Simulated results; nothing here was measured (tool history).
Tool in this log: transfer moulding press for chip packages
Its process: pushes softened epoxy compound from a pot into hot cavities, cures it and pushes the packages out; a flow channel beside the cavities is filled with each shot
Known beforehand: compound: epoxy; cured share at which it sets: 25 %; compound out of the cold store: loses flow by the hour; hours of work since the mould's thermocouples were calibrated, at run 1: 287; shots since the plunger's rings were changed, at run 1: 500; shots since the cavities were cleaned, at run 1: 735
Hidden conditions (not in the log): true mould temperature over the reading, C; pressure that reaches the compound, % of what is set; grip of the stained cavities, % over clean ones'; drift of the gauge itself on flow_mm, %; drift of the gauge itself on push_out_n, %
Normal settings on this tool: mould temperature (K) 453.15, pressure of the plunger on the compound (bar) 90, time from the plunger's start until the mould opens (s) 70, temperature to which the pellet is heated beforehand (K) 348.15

run,hour,mould temperature (K),pressure of the plunger on the compound (bar),time from the plunger's start until the mould opens (s),temperature to which the pellet is heated beforehand (K),hours of work since the mould's thermocouples were calibrated,shots since the plunger's rings were changed,shots since the cavities were cleaned,incoming compound's hours out of the cold store,length that the compound runs in the flow channel (mm),greatest force on the pins that push the packages out (N)
1,0,453.15,90,70,348.15,287,500,735,11.6,608,1056
2,14.6,454.15,90,70,348.15,296,739,974,23.4,584,980
# hour 17.2: cavities cleaned with cleaning compound and waxed
3,25.2,453.15,90,70,348.15,303,888,131,43,535,661
4,34.3,453.15,90,70,348.15,309,1037,280,44.2,532,783
5,43.8,453.15,90,70,348.15,315,1191,434,27.7,566,844
6,50.3,453.15,90,70,348.15,319,1298,541,14.2,582,946
7,56.6,453.15,90,70,340.15,324,1402,645,39.3,534,950
8,69.6,453.15,90,70,340.15,332,1614,857,39.6,535,1039
# hour 79.2: cavities cleaned with cleaning compound and waxed
9,81.9,453.15,90,70,340.15,340,1791,45,12.1,587,624
10,91.2,453.15,90,70,340.15,346,1943,197,43.5,529,716
11,102.4,453.15,90,70,340.15,353,2125,379,9.9,592,906
12,115.3,453.15,90,70,348.15,362,2337,591,11.4,585,947
13,122.6,453.15,90,70,348.15,367,2456,710,18.3,571,991
14,129.6,453.15,90,70,339.15,372,2571,825,34.6,534,1039
# hour 141.5: cavities cleaned with cleaning compound and waxed
15,142.4,453.15,90,70,347.15,379,2755,15,12.1,588,589
16,152.4,453.15,90.6,81,348.15,386,2919,179,8.1,582,551

Run 17 has not been measured yet. What should we expect?
17,161.2,448.15,90.6,81,354.15,392,3063,323,22.4,?,?

length that the compound runs in the flow channel (mm): 561
greatest force on the pins that push the packages out (N): 776
Had the tool carried no hidden state, the very same run would have given length that the compound runs in the flow channel (mm) 588, greatest force on the pins that push the packages out (N) 510.
